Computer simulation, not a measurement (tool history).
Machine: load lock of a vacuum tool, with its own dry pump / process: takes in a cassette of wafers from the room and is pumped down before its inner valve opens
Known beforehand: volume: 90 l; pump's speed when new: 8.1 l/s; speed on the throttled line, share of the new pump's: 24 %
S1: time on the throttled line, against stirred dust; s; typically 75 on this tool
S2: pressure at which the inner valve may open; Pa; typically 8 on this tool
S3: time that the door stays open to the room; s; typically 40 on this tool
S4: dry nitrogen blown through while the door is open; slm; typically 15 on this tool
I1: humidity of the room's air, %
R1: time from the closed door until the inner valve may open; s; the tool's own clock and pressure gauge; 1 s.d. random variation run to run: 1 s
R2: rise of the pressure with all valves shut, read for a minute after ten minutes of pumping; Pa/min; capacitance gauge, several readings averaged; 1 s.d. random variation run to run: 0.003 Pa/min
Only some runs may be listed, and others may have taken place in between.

Run 1, hour 0.0: usual settings; I1 44.5. Result: R1 173.2 s, R2 0.628 Pa/min.
Run 2, hour 246.5: usual settings; I1 46.6. Result: R1 172.1 s, R2 0.654 Pa/min.
Run 3, hour 600.9: usual settings but S4 17 slm; I1 44.0. Result: R1 173.2 s, R2 0.659 Pa/min.
Run 4, hour 998.7: usual settings but S4 17 slm; I1 44.2. Result: R1 174.3 s, R2 0.698 Pa/min.
At hour 1245.1: door's seal changed, seat wiped.
Run 5, hour 1498.2: usual settings but S4 17 slm; I1 47.6. Result: R1 173.7 s, R2 0.037 Pa/min.
Run 6, hour 1910.0: usual settings but S4 17 slm; I1 44.4. Result: R1 179.7 s, R2 0.040 Pa/min.
Run 7, hour 2449.1: usual settings but S1 62 s, S4 17 slm; I1 44.8. Result: R1 165.5 s, R2 0.046 Pa/min.
Run 8, hour 2902.0: usual settings but S1 62 s, S4 17 slm; I1 42.6. Result: R1 165.9 s, R2 0.046 Pa/min.
Run 9, hour 3448.2: usual settings but S1 62 s, S4 17 slm; I1 42.9. Result: R1 167.3 s, R2 0.061 Pa/min.
Run 10, hour 3947.9: usual settings but S1 62 s, S4 17 slm; I1 45.5. Result: R1 168.2 s, R2 0.068 Pa/min.
Run 11, hour 4463.0: usual settings; I1 45.1. Result: R1 176.3 s, R2 0.080 Pa/min.
Run 12, hour 4943.4: usual settings; I1 43.7. Result: R1 178.8 s, R2 0.085 Pa/min.
Run 13, hour 5449.8: usual settings; I1 45.9. Result: R1 180.3 s, R2 0.091 Pa/min.
Run 14, hour 5838.2: usual settings; I1 45.7. Result: R1 179.0 s, R2 0.098 Pa/min.
Run 15, hour 6227.2: usual settings; I1 45.1. Result: R1 178.5 s, R2 0.109 Pa/min.
Run 16, hour 6708.2: usual settings; I1 44.5. Result: R1 180.3 s, R2 0.121 Pa/min.
Run 17, hour 6969.1: usual settings but S1 45 s, S4 38 slm; I1 45.8. Result: R1 157.8 s, R2 0.114 Pa/min.
Run 18, hour 7396.4: usual settings but S4 10 slm; I1 42.9. Result: R1 181.0 s, R2 0.136 Pa/min.
Run 19, hour 7676.9: usual settings but S1 125 s, S2 7 Pa, S3 50 s, S4 17 slm; I1 44.2. Result: R1 217.1 s, R2 0.146 Pa/min.
Run 20, hour 8021.7: usual settings but S1 125 s, S2 7 Pa, S3 37 s, S4 5 slm; I1 40.8. Result: R1 217.9 s, R2 0.151 Pa/min.
Run 21, hour 8405.5: usual settings but S1 56 s, S3 78 s; I1 43.6. Result: R1 168.8 s, R2 0.181 Pa/min.
Run 22, hour 8650.7: usual settings but S1 56 s, S3 78 s; I1 42.0. Result: R1 167.1 s, R2 0.179 Pa/min.
At hour 8966.5: dry pump taken out, an overhauled one fitted.
Run 23, hour 8980.9: usual settings but S1 146 s, S3 59 s; I1 45.9. Result: R1 219.9 s, R2 0.185 Pa/min.
Run 24, hour 9324.9: usual settings but S2 9 Pa; I1 43.2. Result: R1 164.3 s, R2 0.180 Pa/min.
Run 25, hour 9782.4: usual settings but S1 53 s, S3 52 s, S4 30 slm; I1 43.9. Result: R1 149.6 s, R2 0.186 Pa/min.
Run 26, hour 10212.5: usual settings but S1 51 s, S2 11 Pa, S3 53 s, S4 30 slm; I1 46.6. Result: R1 145.6 s, R2 0.206 Pa/min.

What if the next run were any one of these 3? Each begins from the tool's condition after run 26:
Run A, hour 10692.3: usual settings but S2 11 Pa, S3 44 s; I1 45.0. Result: R1 ?, R2 ?.
Run B, hour 10692.3: usual settings but S3 176 s, S4 6 slm; I1 46.3. Result: R1 ?, R2 ?.
Run C, hour 10692.3: usual settings but S1 51 s, S3 35 s, S4 30 slm; I1 47.4. Result: R1 ?, R2 ?.

run     R1     R2
  A  163.8  0.225
  B  168.0  0.292
  C  147.5  0.215
With the hidden condition removed and each run's random variation left untouched, the same runs would have given:
run     R1     R2
  A  160.7  0.041
  B  164.8  0.110
  C  144.1  0.032
